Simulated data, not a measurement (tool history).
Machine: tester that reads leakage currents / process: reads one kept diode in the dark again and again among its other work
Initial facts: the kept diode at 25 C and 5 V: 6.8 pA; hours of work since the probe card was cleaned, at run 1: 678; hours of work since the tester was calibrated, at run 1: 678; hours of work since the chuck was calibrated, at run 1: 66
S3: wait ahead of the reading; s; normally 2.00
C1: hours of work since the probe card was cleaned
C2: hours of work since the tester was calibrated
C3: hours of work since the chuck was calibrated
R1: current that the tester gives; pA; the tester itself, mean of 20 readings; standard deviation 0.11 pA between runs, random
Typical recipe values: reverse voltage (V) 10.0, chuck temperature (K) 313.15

{"run": 1, "hour": 0.0, "reverse voltage (V)": 10.0, "chuck temperature (K)": 313.15, "S3": 2.0, "C1": 678, "C2": 678, "C3": 66, "R1": 36.89}
{"run": 2, "hour": 64.2, "reverse voltage (V)": 10.0, "chuck temperature (K)": 313.15, "S3": 2.0, "C1": 712, "C2": 712, "C3": 100, "R1": 37.16}
{"run": 3, "hour": 107.9, "reverse voltage (V)": 10.0, "chuck temperature (K)": 313.15, "S3": 2.0, "C1": 735, "C2": 735, "C3": 123, "R1": 37.5}
{"run": 4, "hour": 158.1, "reverse voltage (V)": 10.0, "chuck temperature (K)": 313.15, "S3": 2.0, "C1": 762, "C2": 762, "C3": 150, "R1": 37.83}
{"run": 5, "hour": 213.9, "reverse voltage (V)": 10.0, "chuck temperature (K)": 313.15, "S3": 2.0, "C1": 792, "C2": 792, "C3": 180, "R1": 38.0}
{"run": 6, "hour": 279.5, "reverse voltage (V)": 10.0, "chuck temperature (K)": 313.15, "S3": 2.0, "C1": 827, "C2": 827, "C3": 215, "R1": 38.35}
{"run": 7, "hour": 377.8, "reverse voltage (V)": 3.5, "chuck temperature (K)": 313.15, "S3": 2.0, "C1": 879, "C2": 879, "C3": 267, "R1": 19.4}
{"run": 8, "hour": 446.3, "reverse voltage (V)": 3.5, "chuck temperature (K)": 313.15, "S3": 2.0, "C1": 916, "C2": 916, "C3": 304, "R1": 19.55}
{"run": 9, "hour": 547.6, "reverse voltage (V)": 3.5, "chuck temperature (K)": 313.15, "S3": 2.0, "C1": 970, "C2": 970, "C3": 358, "R1": 19.77}
{"run": 10, "hour": 638.0, "reverse voltage (V)": 10.0, "chuck temperature (K)": 313.15, "S3": 0.91, "C1": 1018, "C2": 1018, "C3": 406, "R1": 41.31}
{"run": 11, "hour": 698.7, "reverse voltage (V)": 10.0, "chuck temperature (K)": 313.15, "S3": 0.91, "C1": 1050, "C2": 1050, "C3": 438, "R1": 41.66}
{"run": 12, "hour": 782.6, "reverse voltage (V)": 13.6, "chuck temperature (K)": 313.15, "S3": 2.0, "C1": 1095, "C2": 1095, "C3": 483, "R1": 51.49}
{"run": 13, "hour": 878.0, "reverse voltage (V)": 3.3, "chuck temperature (K)": 313.15, "S3": 2.0, "C1": 1146, "C2": 1146, "C3": 534, "R1": 19.83}
{"run": 14, "hour": 936.8, "reverse voltage (V)": 3.3, "chuck temperature (K)": 313.15, "S3": 2.0, "C1": 1177, "C2": 1177, "C3": 565, "R1": 19.87}
{"run": 15, "hour": 998.9, "reverse voltage (V)": 2.5, "chuck temperature (K)": 313.15, "S3": 2.0, "C1": 1210, "C2": 1210, "C3": 598, "R1": 16.64}
{"run": 16, "hour": 1066.5, "reverse voltage (V)": 2.5, "chuck temperature (K)": 313.15, "S3": 2.0, "C1": 1247, "C2": 1247, "C3": 634, "R1": 16.8}
{"run": 17, "hour": 1170.1, "reverse voltage (V)": 2.5, "chuck temperature (K)": 313.15, "S3": 2.0, "C1": 1302, "C2": 1302, "C3": 690, "R1": 16.87}
{"run": 18, "hour": 1237.3, "reverse voltage (V)": 2.5, "chuck temperature (K)": 313.15, "S3": 2.0, "C1": 1338, "C2": 1338, "C3": 726, "R1": 16.85}
{"run": 19, "hour": 1333.5, "reverse voltage (V)": 1.3, "chuck temperature (K)": 313.15, "S3": 2.0, "C1": 1389, "C2": 1389, "C3": 777, "R1": 11.14}
{"hour": 1404.1, "done": "chuck's temperature calibrated"}
{"run": 20, "hour": 1404.1, "reverse voltage (V)": 1.3, "chuck temperature (K)": 313.15, "S3": 2.0, "C1": 1425, "C2": 1425, "C3": 0, "R1": 10.46}
{"run": 21, "hour": 1482.1, "reverse voltage (V)": 1.3, "chuck temperature (K)": 313.15, "S3": 2.0, "C1": 1467, "C2": 1467, "C3": 42, "R1": 10.53}
{"run": 22, "hour": 1532.0, "reverse voltage (V)": 10.0, "chuck temperature (K)": 332.15, "S3": 2.0, "C1": 1494, "C2": 1494, "C3": 68, "R1": 115.37}
{"run": 23, "hour": 1578.9, "reverse voltage (V)": 10.0, "chuck temperature (K)": 332.15, "S3": 2.0, "C1": 1519, "C2": 1519, "C3": 93, "R1": 115.49}
{"run": 24, "hour": 1657.7, "reverse voltage (V)": 10.0, "chuck temperature (K)": 332.15, "S3": 2.0, "C1": 1561, "C2": 1561, "C3": 135, "R1": 116.13}
{"run": 25, "hour": 1743.6, "reverse voltage (V)": 10.0, "chuck temperature (K)": 332.15, "S3": 2.0, "C1": 1607, "C2": 1607, "C3": 181, "R1": 117.14}
{"run": 26, "hour": 1786.8, "reverse voltage (V)": 10.0, "chuck temperature (K)": 332.15, "S3": 2.0, "C1": 1630, "C2": 1630, "C3": 204, "R1": 117.09}
{"run": 27, "hour": 1845.5, "reverse voltage (V)": 10.0, "chuck temperature (K)": 332.15, "S3": 2.0, "C1": 1661, "C2": 1661, "C3": 235, "R1": 117.03}
{"run": 28, "hour": 1918.5, "reverse voltage (V)": 10.0, "chuck temperature (K)": 332.15, "S3": 2.0, "C1": 1700, "C2": 1700, "C3": 274, "R1": 117.41}
{"run": 29, "hour": 1973.8, "reverse voltage (V)": 1.4, "chuck temperature (K)": 310.15, "S3": 2.0, "C1": 1729, "C2": 1729, "C3": 304, "R1": 9.79}
{"run": 30, "hour": 2059.6, "reverse voltage (V)": 3.7, "chuck temperature (K)": 330.15, "S3": 0.31, "C1": 1775, "C2": 1775, "C3": 350, "R1": 57.39}
{"run": 31, "hour": 2139.4, "reverse voltage (V)": 1.1, "chuck temperature (K)": 308.15, "S3": 1.76, "C1": 1818, "C2": 1818, "C3": 392, "R1": 7.58}
{"run": 32, "hour": 2206.0, "reverse voltage (V)": 1.1, "chuck temperature (K)": 308.15, "S3": 1.76, "C1": 1853, "C2": 1853, "C3": 428, "R1": 7.54}
{"run": 33, "hour": 2275.4, "reverse voltage (V)": 1.1, "chuck temperature (K)": 308.15, "S3": 1.76, "C1": 1890, "C2": 1890, "C3": 465, "R1": 7.65}
{"run": 34, "hour": 2323.7, "reverse voltage (V)": 1.1, "chuck temperature (K)": 308.15, "S3": 1.76, "C1": 1916, "C2": 1916, "C3": 490, "R1": 7.75}
{"run": 35, "hour": 2415.4, "reverse voltage (V)": 2.6, "chuck temperature (K)": 298.15, "S3": 8.75, "C1": 1965, "C2": 1965, "C3": 539, "R1": 9.29}
{"run": 36, "hour": 2508.8, "reverse voltage (V)": 10.0, "chuck temperature (K)": 317.15, "S3": 2.0, "C1": 2015, "C2": 2015, "C3": 589, "R1": 58.58}
{"run": 37, "hour": 2569.8, "reverse voltage (V)": 10.0, "chuck temperature (K)": 294.15, "S3": 0.57, "C1": 2047, "C2": 2047, "C3": 622, "R1": 27.84}
{"run": 38, "hour": 2618.4, "reverse voltage (V)": 4.2, "chuck temperature (K)": 296.15, "S3": 7.8, "C1": 2073, "C2": 2073, "C3": 648, "R1": 13.25}
{"run": 39, "hour": 2711.6, "reverse voltage (V)": 4.2, "chuck temperature (K)": 293.15, "S3": 7.8, "C1": 2123, "C2": 2123, "C3": 697, "R1": 12.17}
{"run": 40, "hour": 2753.7, "reverse voltage (V)": 4.2, "chuck temperature (K)": 311.15, "S3": 0.8, "C1": 2145, "C2": 2145, "C3": 720, "R1": 24.58}

Selected run-to-run steps in R1, each split into two signed amounts: the part the tool would show with no hidden state at all (from settings, incoming material and random variation), and the remainder, which goes to the hidden state together with any gauge scatter not common to the measured and the hidden-state-free results:
Hidden conditions of the tool in this case: stray current of the dirty probe card, pA a volt; current scale over the true one, %; true chuck temperature over the reading, C; drift of the gauge itself on leakage_pa, %.
Run 21 -> 22: reverse voltage (V) 1.3 -> 10.0, chuck temperature (K) 313.15 -> 332.15. R1 +104.84 pA: hidden state +9.94, all else +94.90.
Run 28 -> 29: reverse voltage (V) 10.0 -> 1.4, chuck temperature (K) 332.15 -> 310.15. R1 -107.62 pA: hidden state -12.25, all else -95.37.
Run 30 -> 31: reverse voltage (V) 3.7 -> 1.1, chuck temperature (K) 330.15 -> 308.15, S3 0.31 -> 1.76. R1 -49.81 pA: hidden state -3.97, all else -45.84.
Run 35 -> 36: reverse voltage (V) 2.6 -> 10.0, chuck temperature (K) 298.15 -> 317.15, S3 8.75 -> 2.00. R1 +49.29 pA: hidden state +13.68, all else +35.61.
Run 37 -> 38: reverse voltage (V) 10.0 -> 4.2, chuck temperature (K) 294.15 -> 296.15, S3 0.57 -> 7.80. R1 -14.59 pA: hidden state -10.30, all else -4.29.
